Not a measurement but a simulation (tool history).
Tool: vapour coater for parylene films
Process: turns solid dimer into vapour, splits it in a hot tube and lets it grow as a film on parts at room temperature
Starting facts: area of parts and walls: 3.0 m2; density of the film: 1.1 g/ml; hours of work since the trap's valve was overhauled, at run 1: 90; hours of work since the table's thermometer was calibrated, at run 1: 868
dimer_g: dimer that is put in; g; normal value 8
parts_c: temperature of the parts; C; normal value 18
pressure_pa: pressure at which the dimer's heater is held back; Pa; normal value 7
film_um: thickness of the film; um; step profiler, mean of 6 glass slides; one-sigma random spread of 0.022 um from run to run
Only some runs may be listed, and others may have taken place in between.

run	day	dimer_g	parts_c	pressure_pa	hours of work since the trap's valve was overhauled	hours of work since the table's thermometer was calibrated	film_um
1	0	8	18	7	90	868	1.38
2	0.904	8	18	7	109	887	1.37
3	2.092	8	18	7	133	911	1.35
4	2.612	5	18	7	144	922	0.85
5	3.346	8	18	4.14	160	938	1.43
6	4.129	8	18	4.14	176	954	1.44
7	5.221	8	18	4.14	199	977	1.44
8	5.779	8	18	4.14	211	989	1.47
9	6.754	7	13	2.46	231	1009	1.5
# day 7.396: table's thermometer calibrated
10	7.396	10	24	7.97	244	0	1.39
11	8.083	8	22	7	258	14	1.23

Below are 5 alternative next runs, each starting from the tool's condition after run 11. Predict each:
A	9.167	8	20	6.9	281	37	?
B	9.167	3	18	7.92	281	37	?
C	9.167	8	15	7.12	281	37	?
D	9.167	4	17	7	281	37	?
E	9.167	6	17	6.1	281	37	?

run	film_um
A	1.25
B	0.51
C	1.45
D	0.71
E	1.05
With the hidden condition removed and each run's random variation left untouched, the same runs would have given:
run	film_um
A	1.26
B	0.52
C	1.46
D	0.71
E	1.05
